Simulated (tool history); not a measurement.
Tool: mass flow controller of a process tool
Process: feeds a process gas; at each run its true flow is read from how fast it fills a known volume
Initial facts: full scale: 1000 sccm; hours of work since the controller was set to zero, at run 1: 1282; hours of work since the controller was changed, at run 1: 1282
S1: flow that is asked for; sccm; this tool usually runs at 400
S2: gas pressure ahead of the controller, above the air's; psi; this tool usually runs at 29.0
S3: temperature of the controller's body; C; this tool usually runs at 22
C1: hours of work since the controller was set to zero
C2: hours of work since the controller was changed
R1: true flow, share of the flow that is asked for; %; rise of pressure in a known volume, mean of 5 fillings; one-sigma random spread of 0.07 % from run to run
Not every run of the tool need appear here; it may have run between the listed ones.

run	hour	S1	S2	S3	C1	C2	R1
1	0.0	400	29.0	22	1282	1282	97.72
2	142.3	400	29.0	22	1329	1329	97.80
3	219.4	400	29.0	22	1354	1354	97.72
4	342.7	400	29.0	22	1394	1394	97.72
5	475.4	400	29.0	22	1437	1437	97.61
6	569.2	400	29.0	34	1468	1468	97.33
7	638.0	400	29.0	22	1490	1490	97.68
8	735.6	400	29.0	22	1522	1522	97.81
9	805.4	400	22.3	22	1545	1545	97.82
10	886.9	400	22.3	22	1571	1571	97.80
11	954.4	400	33.4	22	1593	1593	97.55
12	1017.6	400	33.4	22	1614	1614	97.52
13	1151.1	400	29.0	25	1658	1658	97.42
14	1296.7	400	29.0	25	1705	1705	97.49
15	1402.9	184	29.0	22	1740	1740	96.12
16	1510.8	400	29.0	37	1775	1775	96.97
17	1643.2	400	29.0	37	1818	1818	97.07
18	1707.9	374	29.0	22	1839	1839	97.39
19	1776.0	374	30.0	22	1861	1861	97.33
20	1929.4	374	30.0	22	1912	1912	97.47
21	1994.9	374	30.0	22	1933	1933	97.28
22	2119.4	400	29.0	23	1974	1974	97.56
23	2259.8	400	29.0	22	2019	2019	97.44
24	2350.3	400	29.0	22	2049	2049	97.45
25	2471.5	268	22.3	22	2088	2088	96.88
26	2569.6	268	22.3	22	2120	2120	96.73
27	2689.6	268	22.3	22	2160	2160	96.72
28	2793.5	268	22.3	22	2193	2193	96.77
29	2924.5	268	22.3	22	2236	2236	96.81
30	3066.0	686	29.0	21	2282	2282	98.74
31	3213.3	686	29.0	21	2330	2330	98.52
32	3310.3	686	29.0	35	2362	2362	98.12
33	3394.8	686	29.0	35	2390	2390	98.17
34	3460.5	686	29.0	35	2411	2411	98.26
35	3582.7	479	23.6	32	2451	2451	97.44
36	3700.1	109	40.0	28	2489	2489	93.21
37	3839.7	109	40.0	28	2535	2535	93.18
38	3905.7	109	40.0	28	2556	2556	93.13
39	4029.9	149	24.7	28	2597	2597	94.56
40	4181.3	309	32.2	22	2646	2646	96.57
41	4297.3	309	30.9	38	2684	2684	95.90
42	4361.3	216	24.9	36	2705	2705	95.22
43	4448.7	216	22.3	21	2733	2733	95.81
44	4576.1	250	28.3	24	2775	2775	95.86
45	4713.8	400	29.0	38	2820	2820	96.43
46	4806.4	400	34.2	35	2850	2850	96.43
47	4892.8	674	34.2	35	2878	2878	97.80

Below are 3 alternative next runs, each starting from the tool's condition after run 47. Predict each:
A	4982.8	674	34.2	36	2908	2908	?
B	4982.8	400	21.0	20	2908	2908	?
C	4982.8	508	40.3	20	2908	2908	?

run	R1
A	97.84
B	97.37
C	97.47
With the hidden condition removed and each run's random variation left untouched, the same runs would have given:
run	R1
A	98.45
B	98.44
C	98.30
